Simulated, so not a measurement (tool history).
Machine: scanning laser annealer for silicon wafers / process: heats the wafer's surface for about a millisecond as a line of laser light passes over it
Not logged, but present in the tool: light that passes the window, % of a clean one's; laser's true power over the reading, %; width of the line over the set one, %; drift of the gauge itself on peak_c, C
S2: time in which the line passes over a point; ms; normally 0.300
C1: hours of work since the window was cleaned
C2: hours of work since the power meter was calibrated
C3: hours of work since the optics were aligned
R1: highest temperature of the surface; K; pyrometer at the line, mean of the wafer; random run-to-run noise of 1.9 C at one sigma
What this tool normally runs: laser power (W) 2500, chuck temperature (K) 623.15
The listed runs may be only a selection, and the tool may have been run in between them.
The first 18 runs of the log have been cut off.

{"run": 19, "hour": 185.5, "laser power (W)": 2500, "S2": 0.3, "chuck temperature (K)": 623.15, "C1": 108, "C2": 274, "C3": 320, "R1": 1379.15}
{"run": 20, "hour": 194.2, "laser power (W)": 2500, "S2": 0.3, "chuck temperature (K)": 623.15, "C1": 112, "C2": 277, "C3": 324, "R1": 1381.15}
{"run": 21, "hour": 207.1, "laser power (W)": 2338, "S2": 0.211, "chuck temperature (K)": 607.15, "C1": 117, "C2": 283, "C3": 330, "R1": 1221.15}
{"run": 22, "hour": 216.4, "laser power (W)": 2338, "S2": 0.211, "chuck temperature (K)": 607.15, "C1": 121, "C2": 287, "C3": 333, "R1": 1215.15}
{"run": 23, "hour": 224.1, "laser power (W)": 2338, "S2": 0.211, "chuck temperature (K)": 607.15, "C1": 125, "C2": 290, "C3": 337, "R1": 1216.15}
{"run": 24, "hour": 230.2, "laser power (W)": 2312, "S2": 0.3, "chuck temperature (K)": 609.15, "C1": 127, "C2": 293, "C3": 339, "R1": 1313.15}
{"run": 25, "hour": 243.4, "laser power (W)": 2594, "S2": 0.3, "chuck temperature (K)": 628.15, "C1": 133, "C2": 298, "C3": 345, "R1": 1410.15}
{"run": 26, "hour": 251.8, "laser power (W)": 2594, "S2": 0.3, "chuck temperature (K)": 628.15, "C1": 136, "C2": 302, "C3": 349, "R1": 1409.15}
{"run": 27, "hour": 257.8, "laser power (W)": 2594, "S2": 0.3, "chuck temperature (K)": 628.15, "C1": 139, "C2": 305, "C3": 351, "R1": 1408.15}
{"run": 28, "hour": 265.4, "laser power (W)": 2312, "S2": 0.281, "chuck temperature (K)": 623.15, "C1": 142, "C2": 308, "C3": 355, "R1": 1305.15}
{"run": 29, "hour": 276.8, "laser power (W)": 2312, "S2": 0.317, "chuck temperature (K)": 599.15, "C1": 147, "C2": 313, "C3": 360, "R1": 1319.15}
{"run": 30, "hour": 286.3, "laser power (W)": 2546, "S2": 0.273, "chuck temperature (K)": 599.15, "C1": 151, "C2": 317, "C3": 364, "R1": 1337.15}
{"run": 31, "hour": 299.4, "laser power (W)": 2618, "S2": 0.302, "chuck temperature (K)": 638.15, "C1": 157, "C2": 323, "C3": 369, "R1": 1424.15}
{"run": 32, "hour": 309.8, "laser power (W)": 2309, "S2": 0.302, "chuck temperature (K)": 637.15, "C1": 161, "C2": 327, "C3": 374, "R1": 1339.15}
{"run": 33, "hour": 316.4, "laser power (W)": 2694, "S2": 0.282, "chuck temperature (K)": 648.15, "C1": 164, "C2": 330, "C3": 377, "R1": 1434.15}
{"run": 34, "hour": 328.8, "laser power (W)": 2253, "S2": 0.3, "chuck temperature (K)": 644.15, "C1": 170, "C2": 335, "C3": 382, "R1": 1328.15}
{"run": 35, "hour": 342.5, "laser power (W)": 2657, "S2": 0.227, "chuck temperature (K)": 646.15, "C1": 176, "C2": 341, "C3": 388, "R1": 1351.15}
{"run": 36, "hour": 351.9, "laser power (W)": 2595, "S2": 0.254, "chuck temperature (K)": 623.15, "C1": 180, "C2": 345, "C3": 392, "R1": 1346.15}
{"run": 37, "hour": 361.7, "laser power (W)": 2595, "S2": 0.327, "chuck temperature (K)": 606.15, "C1": 184, "C2": 350, "C3": 396, "R1": 1412.15}
{"run": 38, "hour": 369.4, "laser power (W)": 2595, "S2": 0.327, "chuck temperature (K)": 606.15, "C1": 187, "C2": 353, "C3": 400, "R1": 1414.15}
{"run": 39, "hour": 377.1, "laser power (W)": 2659, "S2": 0.327, "chuck temperature (K)": 606.15, "C1": 191, "C2": 356, "C3": 403, "R1": 1428.15}
{"run": 40, "hour": 390.6, "laser power (W)": 2351, "S2": 0.3, "chuck temperature (K)": 623.15, "C1": 196, "C2": 362, "C3": 409, "R1": 1331.15}

Below are 4 alternative next runs, each starting from the tool's condition after run 40. Predict each:
{"run": "A", "hour": 402.3, "laser power (W)": 2351, "S2": 0.275, "chuck temperature (K)": 628.15, "C1": 201, "C2": 367, "C3": 414, "R1": "?"}
{"run": "B", "hour": 402.3, "laser power (W)": 2626, "S2": 0.217, "chuck temperature (K)": 605.15, "C1": 201, "C2": 367, "C3": 414, "R1": "?"}
{"run": "C", "hour": 402.3, "laser power (W)": 2190, "S2": 0.351, "chuck temperature (K)": 636.15, "C1": 201, "C2": 367, "C3": 414, "R1": "?"}
{"run": "D", "hour": 402.3, "laser power (W)": 2615, "S2": 0.265, "chuck temperature (K)": 647.15, "C1": 201, "C2": 367, "C3": 414, "R1": "?"}

run=A R1=1308.15
run=B R1=1289.15
run=C R1=1351.15
run=D R1=1388.15
With no hidden state in the tool, these same runs would have given:
run=A R1=1330.15
run=B R1=1311.15
run=C R1=1375.15
run=D R1=1412.15

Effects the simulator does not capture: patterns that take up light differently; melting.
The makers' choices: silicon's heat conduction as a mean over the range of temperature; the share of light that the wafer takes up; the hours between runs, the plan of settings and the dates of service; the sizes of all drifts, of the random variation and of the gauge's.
